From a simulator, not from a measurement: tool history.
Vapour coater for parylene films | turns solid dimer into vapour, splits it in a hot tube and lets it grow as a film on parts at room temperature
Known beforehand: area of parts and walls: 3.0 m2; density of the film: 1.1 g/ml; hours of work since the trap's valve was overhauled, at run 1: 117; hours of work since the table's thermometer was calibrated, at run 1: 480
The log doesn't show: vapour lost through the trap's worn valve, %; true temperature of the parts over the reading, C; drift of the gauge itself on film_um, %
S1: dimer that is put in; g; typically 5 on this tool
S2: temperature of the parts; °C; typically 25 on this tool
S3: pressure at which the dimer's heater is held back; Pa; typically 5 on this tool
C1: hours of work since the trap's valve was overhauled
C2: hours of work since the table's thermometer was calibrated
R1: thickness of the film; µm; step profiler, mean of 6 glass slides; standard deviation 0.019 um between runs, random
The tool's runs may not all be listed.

run 1 hour=0 | S1=5 S2=25 S3=5 | C1=117 C2=480 | R1=1.1
run 2 hour=30.7 | S1=3 S2=25 S3=5 | C1=143 C2=506 | R1=0.66
run 3 hour=50.2 | S1=3 S2=25 S3=5 | C1=160 C2=523 | R1=0.63
run 4 hour=84.6 | S1=3 S2=25 S3=5 | C1=190 C2=552 | R1=0.66
run 5 hour=105.3 | S1=5 S2=36 S3=5 | C1=207 C2=570 | R1=0.59
run 6 hour=141.8 | S1=5 S2=28 S3=5 | C1=238 C2=601 | R1=0.89
run 7 hour=173.4 | S1=5 S2=25 S3=5 | C1=265 C2=628 | R1=1.04
run 8 hour=209.7 | S1=5 S2=25 S3=5 | C1=296 C2=659 | R1=1.03
run 9 hour=246.1 | S1=5 S2=25 S3=5 | C1=327 C2=690 | R1=1.03
run 10 hour=269 | S1=5 S2=25 S3=5 | C1=347 C2=710 | R1=1.04
-- hour=280.7 trap's valve overhauled
run 11 hour=288.8 | S1=5 S2=25 S3=5 | C1=7 C2=723 | R1=1.15
run 12 hour=322 | S1=5 S2=25 S3=4.65 | C1=35 C2=752 | R1=1.16
run 13 hour=358.4 | S1=3 S2=25 S3=5 | C1=66 C2=783 | R1=0.68
run 14 hour=379.7 | S1=5 S2=25 S3=5 | C1=85 C2=801 | R1=1.08
run 15 hour=411.3 | S1=5 S2=25 S3=5 | C1=112 C2=828 | R1=1.14
run 16 hour=429.8 | S1=5 S2=25 S3=5 | C1=127 C2=844 | R1=1.13
run 17 hour=463.7 | S1=5 S2=25 S3=5 | C1=156 C2=873 | R1=1.11
run 18 hour=494.3 | S1=5 S2=25 S3=5 | C1=182 C2=899 | R1=1.09
run 19 hour=514.4 | S1=5 S2=18 S3=5 | C1=200 C2=916 | R1=1.38
run 20 hour=546.3 | S1=5 S2=18 S3=5 | C1=227 C2=943 | R1=1.36
run 21 hour=571.5 | S1=5 S2=18 S3=5 | C1=248 C2=965 | R1=1.34
run 22 hour=592.1 | S1=5 S2=18 S3=5 | C1=266 C2=982 | R1=1.35
run 23 hour=629 | S1=5 S2=18 S3=5.7 | C1=297 C2=1014 | R1=1.33
run 24 hour=656 | S1=5 S2=18 S3=5.7 | C1=321 C2=1037 | R1=1.32
run 25 hour=692.4 | S1=6 S2=20 S3=3.45 | C1=352 C2=1068 | R1=1.56
-- hour=698.7 trap's valve overhauled
run 26 hour=716.4 | S1=3 S2=20 S3=5.24 | C1=15 C2=1085 | R1=0.85
run 27 hour=741 | S1=5 S2=21 S3=5 | C1=36 C2=1106 | R1=1.41
run 28 hour=756 | S1=4 S2=18 S3=5 | C1=49 C2=1119 | R1=1.15
run 29 hour=779.7 | S1=5 S2=30 S3=5 | C1=69 C2=1139 | R1=0.86
run 30 hour=807.5 | S1=5 S2=30 S3=5.99 | C1=93 C2=1163 | R1=0.84
run 31 hour=835.9 | S1=4 S2=25 S3=4.17 | C1=117 C2=1187 | R1=0.92
run 32 hour=859.5 | S1=4 S2=25 S3=4.17 | C1=137 C2=1208 | R1=0.88
run 33 hour=880.7 | S1=5 S2=25 S3=10.56 | C1=155 C2=1226 | R1=0.95
run 34 hour=898.6 | S1=3 S2=20 S3=4.61 | C1=171 C2=1241 | R1=0.83
run 35 hour=926.7 | S1=3 S2=20 S3=4.61 | C1=195 C2=1265 | R1=0.79
run 36 hour=958.1 | S1=4 S2=20 S3=3.36 | C1=222 C2=1292 | R1=1.09
run 37 hour=984.6 | S1=7 S2=18 S3=10.59 | C1=244 C2=1314 | R1=1.79
run 38 hour=1010.8 | S1=5 S2=25 S3=5 | C1=267 C2=1337 | R1=1.05
run 39 hour=1034.6 | S1=5 S2=19 S3=5 | C1=287 C2=1357 | R1=1.32
run 40 hour=1054.7 | S1=4 S2=19 S3=5 | C1=304 C2=1374 | R1=1.07
run 41 hour=1090.3 | S1=5 S2=35 S3=4.59 | C1=334 C2=1405 | R1=0.65
-- hour=1117.6 trap's valve overhauled
run 42 hour=1121.1 | S1=2 S2=33 S3=5 | C1=3 C2=1428 | R1=0.31
run 43 hour=1141.2 | S1=5 S2=25 S3=9.13 | C1=20 C2=1445 | R1=1.02
run 44 hour=1163.8 | S1=5 S2=25 S3=9.13 | C1=39 C2=1464 | R1=1
run 45 hour=1199.1 | S1=5 S2=25 S3=9.13 | C1=70 C2=1494 | R1=1.01
run 46 hour=1216.6 | S1=5 S2=25 S3=9.13 | C1=85 C2=1509 | R1=0.98
run 47 hour=1249.3 | S1=5 S2=26 S3=8.78 | C1=112 C2=1537 | R1=0.96

Below are 3 alternative next runs, each starting from the tool's condition after run 47. Predict each:
run A hour=1273.2 | S1=5 S2=34 S3=5 | C1=133 C2=1557 | R1=?
run B hour=1273.2 | S1=6 S2=23 S3=2.75 | C1=133 C2=1557 | R1=?
run C hour=1273.2 | S1=6 S2=25 S3=11.29 | C1=133 C2=1557 | R1=?

run=A R1=0.73
run=B R1=1.68
run=C R1=1.14
The same runs, with their run-to-run variation unchanged, on a tool lacking any hidden condition would have given:
run=A R1=0.75
run=B R1=1.72
run=C R1=1.17
